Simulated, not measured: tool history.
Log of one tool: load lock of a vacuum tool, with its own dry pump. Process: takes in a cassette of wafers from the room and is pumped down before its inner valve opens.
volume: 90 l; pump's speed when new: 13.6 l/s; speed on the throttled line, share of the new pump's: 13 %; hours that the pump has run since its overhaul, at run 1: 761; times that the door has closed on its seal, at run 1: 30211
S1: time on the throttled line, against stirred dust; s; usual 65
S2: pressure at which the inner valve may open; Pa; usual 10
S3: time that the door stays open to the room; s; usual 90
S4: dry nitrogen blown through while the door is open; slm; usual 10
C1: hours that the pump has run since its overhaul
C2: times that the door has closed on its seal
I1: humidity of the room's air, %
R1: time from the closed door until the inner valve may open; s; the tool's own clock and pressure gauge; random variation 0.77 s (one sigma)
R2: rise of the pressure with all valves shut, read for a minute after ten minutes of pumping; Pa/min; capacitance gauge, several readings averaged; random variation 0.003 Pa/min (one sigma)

Run 1, hour 0.0: usual settings; C1 761; C2 30211; I1 42.3. Result: R1 118.2 s, R2 0.477 Pa/min.
Run 2, hour 79.7: usual settings; C1 841; C2 30465; I1 45.3. Result: R1 117.1 s, R2 0.472 Pa/min.
Run 3, hour 215.3: usual settings; C1 977; C2 30897; I1 45.5. Result: R1 117.1 s, R2 0.492 Pa/min.
Run 4, hour 281.8: usual settings; C1 1043; C2 31109; I1 43.6. Result: R1 117.4 s, R2 0.480 Pa/min.
Run 5, hour 409.5: usual settings; C1 1171; C2 31516; I1 45.5. Result: R1 116.3 s, R2 0.504 Pa/min.
Run 6, hour 548.5: usual settings but S4 22 slm; C1 1310; C2 31959; I1 40.3. Result: R1 118.0 s, R2 0.510 Pa/min.
At hour 653.8: door's seal changed, seat wiped.
Run 7, hour 690.5: usual settings but S4 22 slm; C1 1450; C2 117; I1 44.4. Result: R1 117.3 s, R2 0.015 Pa/min.
Run 8, hour 809.0: usual settings but S4 22 slm; C1 1569; C2 495; I1 43.6. Result: R1 117.3 s, R2 0.015 Pa/min.
Run 9, hour 931.2: usual settings but S1 70 s, S4 22 slm; C1 1691; C2 884; I1 46.6. Result: R1 122.1 s, R2 0.022 Pa/min.
Run 10, hour 995.1: usual settings but S1 70 s, S4 22 slm; C1 1755; C2 1088; I1 46.4. Result: R1 121.7 s, R2 0.022 Pa/min.
Run 11, hour 1082.3: usual settings but S3 45 s; C1 1842; C2 1366; I1 47.3. Result: R1 118.2 s, R2 0.022 Pa/min.
Run 12, hour 1167.4: usual settings but S3 45 s; C1 1927; C2 1637; I1 42.0. Result: R1 119.7 s, R2 0.029 Pa/min.
Run 13, hour 1293.3: usual settings; C1 2053; C2 2039; I1 43.4. Result: R1 118.1 s, R2 0.034 Pa/min.
Run 14, hour 1444.4: usual settings but S3 37 s; C1 2204; C2 2520; I1 40.4. Result: R1 119.0 s, R2 0.030 Pa/min.
Run 15, hour 1560.9: usual settings but S3 37 s; C1 2321; C2 2892; I1 46.3. Result: R1 118.7 s, R2 0.032 Pa/min.
Run 16, hour 1654.9: usual settings but S3 37 s; C1 2415; C2 3191; I1 44.6. Result: R1 116.7 s, R2 0.036 Pa/min.
Run 17, hour 1723.7: usual settings but S2 9 Pa; C1 2483; C2 3410; I1 44.8. Result: R1 118.6 s, R2 0.048 Pa/min.
Run 18, hour 1863.5: usual settings but S2 9 Pa; C1 2623; C2 3856; I1 43.7. Result: R1 120.5 s, R2 0.046 Pa/min.
Run 19, hour 1945.0: usual settings but S2 14 Pa, S4 31 slm; C1 2705; C2 4116; I1 44.9. Result: R1 117.9 s, R2 0.039 Pa/min.
Run 20, hour 2090.8: usual settings but S3 95 s, S4 31 slm; C1 2851; C2 4581; I1 43.7. Result: R1 117.8 s, R2 0.038 Pa/min.
Run 21, hour 2179.9: usual settings but S3 159 s; C1 2940; C2 4865; I1 46.4. Result: R1 119.2 s, R2 0.068 Pa/min.
Run 22, hour 2256.5: usual settings but S1 52 s, S2 19 Pa, S3 31 s, S4 6 slm; C1 3016; C2 5109; I1 44.7. Result: R1 102.7 s, R2 0.056 Pa/min.
Run 23, hour 2332.5: usual settings but S1 52 s, S2 19 Pa, S3 31 s, S4 6 slm; C1 3092; C2 5351; I1 45.4. Result: R1 102.0 s, R2 0.054 Pa/min.
Run 24, hour 2397.0: usual settings but S1 33 s, S2 8 Pa, S3 59 s, S4 23 slm; C1 3157; C2 5557; I1 45.5. Result: R1 92.3 s, R2 0.045 Pa/min.
Run 25, hour 2475.2: usual settings but S1 43 s, S2 16 Pa, S3 98 s, S4 38 slm; C1 3235; C2 5806; I1 44.5. Result: R1 96.5 s, R2 0.047 Pa/min.
Run 26, hour 2620.8: usual settings but S2 17 Pa, S3 80 s; C1 3381; C2 6270; I1 48.3. Result: R1 116.3 s, R2 0.069 Pa/min.
Run 27, hour 2682.0: usual settings but S2 17 Pa, S3 80 s; C1 3442; C2 6465; I1 41.8. Result: R1 114.2 s, R2 0.069 Pa/min.
Run 28, hour 2819.1: usual settings but S2 17 Pa, S3 80 s; C1 3579; C2 6902; I1 48.8. Result: R1 114.8 s, R2 0.079 Pa/min.
Run 29, hour 2926.6: usual settings but S1 41 s, S2 17 Pa, S3 80 s, S4 9 slm; C1 3686; C2 7245; I1 45.6. Result: R1 94.3 s, R2 0.075 Pa/min.
Run 30, hour 3028.2: usual settings but S1 43 s, S2 15 Pa, S3 36 s, S4 11 slm; C1 3788; C2 7569; I1 47.6. Result: R1 97.0 s, R2 0.070 Pa/min.
Run 31, hour 3130.1: usual settings but S1 43 s, S2 15 Pa, S3 36 s, S4 11 slm; C1 3890; C2 7894; I1 41.9. Result: R1 97.1 s, R2 0.068 Pa/min.
Run 32, hour 3230.2: usual settings but S1 43 s, S2 15 Pa, S3 36 s, S4 11 slm; C1 3990; C2 8212; I1 45.1. Result: R1 96.6 s, R2 0.080 Pa/min.
Run 33, hour 3320.1: usual settings but S1 43 s, S2 15 Pa, S3 36 s, S4 11 slm; C1 4080; C2 8499; I1 46.5. Result: R1 97.9 s, R2 0.078 Pa/min.
Run 34, hour 3410.6: usual settings but S1 129 s, S3 230 s, S4 38 slm; C1 4170; C2 8788; I1 43.7. Result: R1 173.5 s, R2 0.089 Pa/min.
Run 35, hour 3475.3: usual settings but S3 213 s, S4 44 slm; C1 4235; C2 8994; I1 44.8. Result: R1 120.1 s, R2 0.088 Pa/min.
Run 36, hour 3556.8: usual settings but S3 132 s, S4 9 slm; C1 4317; C2 9254; I1 44.1. Result: R1 120.6 s, R2 0.105 Pa/min.

Measured less the same run without the tool's hidden state. The same run-to-run variation is in both; the gauge's scatter may not be:
The hidden state here: pump's speed, % of a new pump's; leak at the door's seal, Pa l/s; drift of the gauge itself on ready_s, %; drift of the gauge itself on rise_pa_min, %.
run    R1      R2
  1  -0.3  +0.451
  2  -0.3  +0.448
  3  -0.1  +0.465
  4  -0.2  +0.459
  5  -0.1  +0.475
  6  +0.1  +0.493
  7  +0.1  +0.000
  8  +0.2  +0.003
  9  +0.3  +0.004
 10  +0.3  +0.005
 11  +0.4  +0.007
 12  +0.4  +0.009
 13  +0.5  +0.011
 14  +0.5  +0.014
 15  +0.6  +0.016
 16  +0.7  +0.018
 17  +0.7  +0.019
 18  +0.8  +0.023
 19  +0.9  +0.024
 20  +0.9  +0.028
 21  +0.9  +0.030
 22  +0.9  +0.032
 23  +1.0  +0.034
 24  +1.3  +0.037
 25  +1.1  +0.038
 26  +1.2  +0.043
 27  +1.2  +0.045
 28  +1.2  +0.049
 29  +1.5  +0.052
 30  +1.5  +0.055
 31  +1.6  +0.058
 32  +1.6  +0.061
 33  +1.7  +0.064
 34  +1.5  +0.067
 35  +1.8  +0.070
 36  +1.8  +0.072
